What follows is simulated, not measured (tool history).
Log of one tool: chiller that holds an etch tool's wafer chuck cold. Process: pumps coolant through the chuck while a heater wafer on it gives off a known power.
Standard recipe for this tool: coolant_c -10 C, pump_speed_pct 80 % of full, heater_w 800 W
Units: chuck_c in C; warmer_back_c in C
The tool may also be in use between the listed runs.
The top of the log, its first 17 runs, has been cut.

run      day  coolant_c  pump_speed_pct  heater_w  hours since the coolant was changed and the channels were flushed  hours since the pump was overhauled  hours since the chiller's thermometer was calibrated  chuck_c  warmer_back_c
 18  121.525          0              80       616                                                               2624                                 2864                                                  2821      4.2           2.06
 19  129.742        -10              68       705                                                               2822                                 3061                                                  3018     -4.4           2.86
 20  134.396        -10              86       714                                                               2933                                 3173                                                  3130     -5.2           2.16
     136.792  -- chiller's thermometer calibrated
 21  142.988        -14              65      1126                                                               3138                                 3378                                                   149     -4.7           4.80
 22  148.450        -14              65      1126                                                               3270                                 3509                                                   280     -4.8           4.81
 23  157.038        -14              66       855                                                               3476                                 3715                                                   486     -6.7           3.52
 24  161.338        -10              73       800                                                               3579                                 3818                                                   589     -3.9           2.90
 25  166.512        -14              73       499                                                               3703                                 3942                                                   713    -10.1           1.73
 26  173.875        -14              73       499                                                               3880                                 4119                                                   890    -10.3           1.72
 27  182.929        -14              72       499                                                               4097                                 4336                                                  1107    -10.2           1.73
 28  187.596        -14              72       499                                                               4209                                 4448                                                  1219    -10.3           1.74
 29  195.829        -14              72       499                                                               4407                                 4646                                                  1417    -10.1           1.73
 30  204.312         -7              82       467                                                               4610                                 4850                                                  1621     -3.9           1.33
 31  210.929         -7              82       467                                                               4769                                 5008                                                  1779     -3.7           1.31

3 options for the next run, each taken on its own from the tool as it stands now. Forecast them:
  A  217.442         -4              81      1077                                                               4925                                 5165                                                  1936        ?              ?
  B  217.442         -2              88       467                                                               4925                                 5165                                                  1936        ?              ?
  C  217.442         -6              82       467                                                               4925                                 5165                                                  1936        ?              ?

run  chuck_c  warmer_back_c
  A      3.6           3.37
  B      0.9           1.21
  C     -2.9           1.30
Take away the tool's hidden state, keep each run's random variation, and the runs would have read:
run  chuck_c  warmer_back_c
  A      3.5           3.62
  B      0.9           1.46
  C     -3.0           1.55
